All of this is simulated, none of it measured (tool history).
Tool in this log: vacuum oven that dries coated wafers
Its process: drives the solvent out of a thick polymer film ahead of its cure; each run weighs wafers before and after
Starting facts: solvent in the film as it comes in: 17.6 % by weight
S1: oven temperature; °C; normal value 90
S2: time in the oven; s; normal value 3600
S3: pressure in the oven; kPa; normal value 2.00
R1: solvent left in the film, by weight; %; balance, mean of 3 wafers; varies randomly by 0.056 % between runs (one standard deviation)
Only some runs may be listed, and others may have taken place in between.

{"run": 1, "hour": 0.0, "S1": 90, "S2": 3600, "S3": 2.0, "R1": 2.66}
{"run": 2, "hour": 15.8, "S1": 90, "S2": 3600, "S3": 2.0, "R1": 2.68}
{"run": 3, "hour": 48.8, "S1": 90, "S2": 3600, "S3": 2.0, "R1": 2.66}
{"run": 4, "hour": 76.5, "S1": 90, "S2": 3600, "S3": 2.0, "R1": 2.64}
{"run": 5, "hour": 93.4, "S1": 90, "S2": 3600, "S3": 2.0, "R1": 2.59}
{"run": 6, "hour": 116.2, "S1": 90, "S2": 3600, "S3": 2.0, "R1": 2.51}
{"run": 7, "hour": 136.7, "S1": 90, "S2": 3600, "S3": 2.0, "R1": 2.62}
{"run": 8, "hour": 157.0, "S1": 101, "S2": 3600, "S3": 2.0, "R1": 1.23}
{"run": 9, "hour": 182.4, "S1": 90, "S2": 3600, "S3": 3.84, "R1": 3.74}
{"run": 10, "hour": 199.3, "S1": 90, "S2": 3600, "S3": 3.84, "R1": 3.91}
{"run": 11, "hour": 221.6, "S1": 90, "S2": 3600, "S3": 3.84, "R1": 3.87}
{"run": 12, "hour": 236.3, "S1": 90, "S2": 3600, "S3": 2.0, "R1": 2.64}
{"run": 13, "hour": 258.4, "S1": 90, "S2": 3600, "S3": 2.0, "R1": 2.66}
{"run": 14, "hour": 278.7, "S1": 90, "S2": 3600, "S3": 2.0, "R1": 2.59}
{"run": 15, "hour": 304.3, "S1": 102, "S2": 3600, "S3": 2.0, "R1": 1.11}
{"run": 16, "hour": 326.0, "S1": 102, "S2": 3600, "S3": 7.04, "R1": 3.36}
{"run": 17, "hour": 350.1, "S1": 102, "S2": 3600, "S3": 7.04, "R1": 3.38}
{"run": 18, "hour": 372.7, "S1": 102, "S2": 3600, "S3": 7.04, "R1": 3.53}
{"run": 19, "hour": 394.1, "S1": 102, "S2": 3600, "S3": 7.04, "R1": 3.5}
{"run": 20, "hour": 413.3, "S1": 102, "S2": 3600, "S3": 7.04, "R1": 3.46}
{"run": 21, "hour": 437.0, "S1": 102, "S2": 3600, "S3": 7.04, "R1": 3.51}
{"run": 22, "hour": 469.8, "S1": 91, "S2": 6360, "S3": 5.69, "R1": 4.04}
{"run": 23, "hour": 497.8, "S1": 91, "S2": 2460, "S3": 3.68, "R1": 4.56}
{"run": 24, "hour": 524.6, "S1": 91, "S2": 2460, "S3": 3.68, "R1": 4.61}
{"run": 25, "hour": 539.9, "S1": 91, "S2": 4500, "S3": 3.68, "R1": 3.12}
{"run": 26, "hour": 564.7, "S1": 89, "S2": 3600, "S3": 4.05, "R1": 4.28}
{"run": 27, "hour": 589.6, "S1": 81, "S2": 5820, "S3": 4.56, "R1": 5.9}
{"run": 28, "hour": 612.8, "S1": 81, "S2": 5820, "S3": 4.56, "R1": 5.63}
{"run": 29, "hour": 644.9, "S1": 81, "S2": 5820, "S3": 4.56, "R1": 5.76}
{"run": 30, "hour": 663.6, "S1": 104, "S2": 2400, "S3": 5.6, "R1": 2.81}
{"run": 31, "hour": 684.3, "S1": 83, "S2": 3600, "S3": 1.29, "R1": 3.79}
{"run": 32, "hour": 712.8, "S1": 89, "S2": 2460, "S3": 1.09, "R1": 3.67}
{"run": 33, "hour": 728.1, "S1": 89, "S2": 2460, "S3": 1.09, "R1": 3.58}
{"run": 34, "hour": 749.5, "S1": 89, "S2": 2100, "S3": 5.59, "R1": 7.05}
{"run": 35, "hour": 775.3, "S1": 89, "S2": 3540, "S3": 5.59, "R1": 5.39}

Forecast run 36:
{"run": 36, "hour": 807.1, "S1": 93, "S2": 4620, "S3": 2.0, "R1": "?"}

R1: 1.68 %
With no hidden state in the tool, this same run would have given R1 1.68 %.

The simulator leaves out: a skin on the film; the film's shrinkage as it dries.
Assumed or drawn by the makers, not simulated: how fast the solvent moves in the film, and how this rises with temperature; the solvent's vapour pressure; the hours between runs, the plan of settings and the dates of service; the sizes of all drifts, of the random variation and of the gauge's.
